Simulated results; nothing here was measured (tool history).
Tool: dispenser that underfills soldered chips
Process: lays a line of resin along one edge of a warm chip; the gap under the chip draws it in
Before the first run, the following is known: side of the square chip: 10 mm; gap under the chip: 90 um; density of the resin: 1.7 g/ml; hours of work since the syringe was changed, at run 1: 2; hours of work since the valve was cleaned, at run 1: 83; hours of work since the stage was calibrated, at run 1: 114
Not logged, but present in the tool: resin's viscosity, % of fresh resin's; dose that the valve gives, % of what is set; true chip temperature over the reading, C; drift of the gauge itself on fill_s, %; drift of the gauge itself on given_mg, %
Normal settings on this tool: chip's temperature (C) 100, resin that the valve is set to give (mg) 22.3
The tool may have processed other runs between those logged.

run	hour	chip's temperature (C)	resin that the valve is set to give (mg)	hours of work since the syringe was changed	hours of work since the valve was cleaned	hours of work since the stage was calibrated	time until the resin shows at the far edge (s)	resin that the valve gave (mg)
1	0	100	22.3	2	83	114	62	21.52
2	3.4	100	22.3	5	85	116	76.1	21.4
# hour 6.3: new syringe of resin
3	7.2	100	22.3	1	88	119	56.3	21.4
# hour 10.3: dispensing valve cleaned and set on the balance
4	13.9	100	22.1	5	3	124	77.1	22.18
# hour 15.9: new syringe of resin
5	20.2	92	22.3	3	8	128	83	22.31
6	22.8	92	22.3	5	10	130	97.5	22.35
# hour 24.6: new syringe of resin
7	27.7	100	19.9	2	13	134	66.7	19.87
8	31.9	100	19.9	6	17	137	83.5	19.9
# hour 33.5: new syringe of resin
9	36.4	108	20.1	2	20	141	52.7	20
10	39.4	108	20.1	5	22	143	60.4	20
# hour 42.2: new syringe of resin
11	42.2	94	21.7	0	24	145	63.2	21.59
12	46.6	106	21	4	28	149	59.3	20.86
13	49.3	103	19.2	6	30	151	75.7	19.01
# hour 50.9: new syringe of resin
14	52.2	103	19.1	1	32	153	55.2	18.94
15	55.2	103	19.1	3	34	155	66.5	18.91
# hour 59.7: new syringe of resin
16	61	103	19.1	1	39	160	56.3	18.86

Pick out some run-to-run changes in time until the resin shows at the far edge (s). Of each, how much would a tool without hidden state show as well, from the settings, what came in and chance, and how much is left for the hidden state and any gauge scatter not in both results compared?
Run 6 -> 7: chip's temperature (C) 92 -> 100, resin that the valve is set to give (mg) 22.3 -> 19.9, new syringe of resin. time until the resin shows at the far edge (s) -30.8: hidden state -21.1, all else -9.7.
Run 13 -> 14: resin that the valve is set to give (mg) 19.2 -> 19.1, new syringe of resin. time until the resin shows at the far edge (s) -20.5: hidden state -21.2, all else +0.7.
